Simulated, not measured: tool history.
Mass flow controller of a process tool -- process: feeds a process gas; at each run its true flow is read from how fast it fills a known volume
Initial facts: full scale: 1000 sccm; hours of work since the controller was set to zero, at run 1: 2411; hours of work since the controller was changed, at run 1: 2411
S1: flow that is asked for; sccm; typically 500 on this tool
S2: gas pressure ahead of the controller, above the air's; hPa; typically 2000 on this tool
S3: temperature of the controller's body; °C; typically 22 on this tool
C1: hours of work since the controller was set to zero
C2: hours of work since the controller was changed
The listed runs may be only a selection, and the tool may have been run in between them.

{"run": 1, "hour": 0.0, "S1": 500, "S2": 2000, "S3": 22, "C1": 2411, "C2": 2411, "true flow (%)": 98.28}
{"run": 2, "hour": 92.8, "S1": 500, "S2": 2000, "S3": 22, "C1": 2476, "C2": 2476, "true flow (%)": 98.19}
{"run": 3, "hour": 183.3, "S1": 500, "S2": 2000, "S3": 22, "C1": 2538, "C2": 2538, "true flow (%)": 98.27}
{"run": 4, "hour": 237.4, "S1": 500, "S2": 2000, "S3": 22, "C1": 2576, "C2": 2576, "true flow (%)": 98.26}
{"run": 5, "hour": 289.2, "S1": 500, "S2": 1670, "S3": 22, "C1": 2612, "C2": 2612, "true flow (%)": 98.19}
{"run": 6, "hour": 369.2, "S1": 500, "S2": 1670, "S3": 22, "C1": 2668, "C2": 2668, "true flow (%)": 98.08}
{"run": 7, "hour": 450.4, "S1": 500, "S2": 2000, "S3": 22, "C1": 2724, "C2": 2724, "true flow (%)": 98.24}
{"run": 8, "hour": 497.5, "S1": 500, "S2": 2000, "S3": 22, "C1": 2757, "C2": 2757, "true flow (%)": 98.2}
{"run": 9, "hour": 588.2, "S1": 500, "S2": 2000, "S3": 21, "C1": 2820, "C2": 2820, "true flow (%)": 98.23}
{"run": 10, "hour": 671.8, "S1": 500, "S2": 2000, "S3": 21, "C1": 2878, "C2": 2878, "true flow (%)": 98.21}
{"run": 11, "hour": 739.8, "S1": 500, "S2": 2000, "S3": 21, "C1": 2925, "C2": 2925, "true flow (%)": 98.04}
{"run": 12, "hour": 787.2, "S1": 500, "S2": 2000, "S3": 21, "C1": 2958, "C2": 2958, "true flow (%)": 98.19}
{"run": 13, "hour": 881.2, "S1": 500, "S2": 2000, "S3": 21, "C1": 3024, "C2": 3024, "true flow (%)": 98.05}
{"run": 14, "hour": 921.6, "S1": 500, "S2": 2000, "S3": 22, "C1": 3052, "C2": 3052, "true flow (%)": 98.01}
{"run": 15, "hour": 968.8, "S1": 500, "S2": 2000, "S3": 22, "C1": 3085, "C2": 3085, "true flow (%)": 98.16}
{"run": 16, "hour": 1016.6, "S1": 500, "S2": 1890, "S3": 22, "C1": 3118, "C2": 3118, "true flow (%)": 97.98}
{"run": 17, "hour": 1097.2, "S1": 500, "S2": 2000, "S3": 22, "C1": 3174, "C2": 3174, "true flow (%)": 97.91}
{"run": 18, "hour": 1184.4, "S1": 500, "S2": 2000, "S3": 32, "C1": 3234, "C2": 3234, "true flow (%)": 97.76}
{"run": 19, "hour": 1242.1, "S1": 500, "S2": 2000, "S3": 22, "C1": 3274, "C2": 3274, "true flow (%)": 97.95}
{"run": 20, "hour": 1314.2, "S1": 336, "S2": 2000, "S3": 22, "C1": 3325, "C2": 3325, "true flow (%)": 96.55}
{"run": 21, "hour": 1405.0, "S1": 500, "S2": 2000, "S3": 20, "C1": 3388, "C2": 3388, "true flow (%)": 98.16}
{"run": 22, "hour": 1463.3, "S1": 500, "S2": 2000, "S3": 22, "C1": 3428, "C2": 3428, "true flow (%)": 98.1}
{"run": 23, "hour": 1532.6, "S1": 500, "S2": 2000, "S3": 22, "C1": 3476, "C2": 3476, "true flow (%)": 97.99}
{"run": 24, "hour": 1619.2, "S1": 500, "S2": 2000, "S3": 22, "C1": 3537, "C2": 3537, "true flow (%)": 97.85}
{"run": 25, "hour": 1707.9, "S1": 500, "S2": 2000, "S3": 22, "C1": 3598, "C2": 3598, "true flow (%)": 97.85}
{"hour": 1715.1, "done": "controller's zero set anew"}
{"run": 26, "hour": 1785.5, "S1": 500, "S2": 2000, "S3": 22, "C1": 49, "C2": 3652, "true flow (%)": 96.63}
{"run": 27, "hour": 1873.9, "S1": 500, "S2": 2000, "S3": 20, "C1": 110, "C2": 3713, "true flow (%)": 96.7}
{"run": 28, "hour": 1966.1, "S1": 500, "S2": 2000, "S3": 20, "C1": 175, "C2": 3777, "true flow (%)": 96.78}
{"run": 29, "hour": 2040.5, "S1": 500, "S2": 2000, "S3": 24, "C1": 226, "C2": 3829, "true flow (%)": 96.54}
{"run": 30, "hour": 2084.1, "S1": 251, "S2": 2360, "S3": 23, "C1": 257, "C2": 3859, "true flow (%)": 92.58}
{"run": 31, "hour": 2124.0, "S1": 500, "S2": 1530, "S3": 24, "C1": 284, "C2": 3887, "true flow (%)": 96.33}
{"hour": 2159.5, "done": "controller's zero set anew, once more"}
{"run": 32, "hour": 2167.5, "S1": 175, "S2": 1910, "S3": 40, "C1": 6, "C2": 3917, "true flow (%)": 98.4}
{"run": 33, "hour": 2249.9, "S1": 500, "S2": 2000, "S3": 26, "C1": 63, "C2": 3974, "true flow (%)": 99.82}
{"run": 34, "hour": 2289.0, "S1": 218, "S2": 2000, "S3": 23, "C1": 90, "C2": 4001, "true flow (%)": 99.12}
{"run": 35, "hour": 2354.2, "S1": 500, "S2": 1920, "S3": 39, "C1": 135, "C2": 4047, "true flow (%)": 99.34}
{"run": 36, "hour": 2417.8, "S1": 500, "S2": 1920, "S3": 39, "C1": 180, "C2": 4091, "true flow (%)": 99.35}
{"run": 37, "hour": 2473.5, "S1": 500, "S2": 1780, "S3": 26, "C1": 218, "C2": 4130, "true flow (%)": 99.69}
{"run": 38, "hour": 2548.4, "S1": 500, "S2": 2770, "S3": 22, "C1": 270, "C2": 4182, "true flow (%)": 100.19}
{"run": 39, "hour": 2607.2, "S1": 500, "S2": 1680, "S3": 21, "C1": 311, "C2": 4223, "true flow (%)": 99.74}
{"run": 40, "hour": 2671.1, "S1": 129, "S2": 2350, "S3": 22, "C1": 356, "C2": 4267, "true flow (%)": 98.17}
{"run": 41, "hour": 2727.6, "S1": 129, "S2": 2350, "S3": 22, "C1": 395, "C2": 4306, "true flow (%)": 97.99}
{"run": 42, "hour": 2787.5, "S1": 129, "S2": 2350, "S3": 22, "C1": 437, "C2": 4348, "true flow (%)": 97.87}
{"run": 43, "hour": 2852.3, "S1": 411, "S2": 2660, "S3": 29, "C1": 482, "C2": 4393, "true flow (%)": 99.31}
{"run": 44, "hour": 2929.2, "S1": 411, "S2": 2660, "S3": 29, "C1": 535, "C2": 4447, "true flow (%)": 99.39}
{"run": 45, "hour": 3018.8, "S1": 411, "S2": 2660, "S3": 35, "C1": 597, "C2": 4509, "true flow (%)": 99.17}
{"run": 46, "hour": 3095.7, "S1": 411, "S2": 2660, "S3": 35, "C1": 651, "C2": 4562, "true flow (%)": 99.15}
{"run": 47, "hour": 3175.9, "S1": 411, "S2": 2660, "S3": 39, "C1": 707, "C2": 4618, "true flow (%)": 99.02}

Across each entry between runs, compare the hidden state at the last listed run before it with the hidden state at the first listed run after it:
In the gap between runs 25 and 26: controller's zero set anew (hour 1715.1)
  flow at rest that the sensor doesn't see, % of full scale: -1.089 -> -1.717; true flow over the shown one, %: 1.14 -> 1.16
  measured value less the no-hidden-state value, true flow (%): -1.03 -> -2.28
In the gap between runs 31 and 32: controller's zero set anew, once more (hour 2159.5)
  flow at rest that the sensor doesn't see, % of full scale: -1.786 -> -0.07
  measured value less the no-hidden-state value, true flow (%): -2.34 -> +0.84

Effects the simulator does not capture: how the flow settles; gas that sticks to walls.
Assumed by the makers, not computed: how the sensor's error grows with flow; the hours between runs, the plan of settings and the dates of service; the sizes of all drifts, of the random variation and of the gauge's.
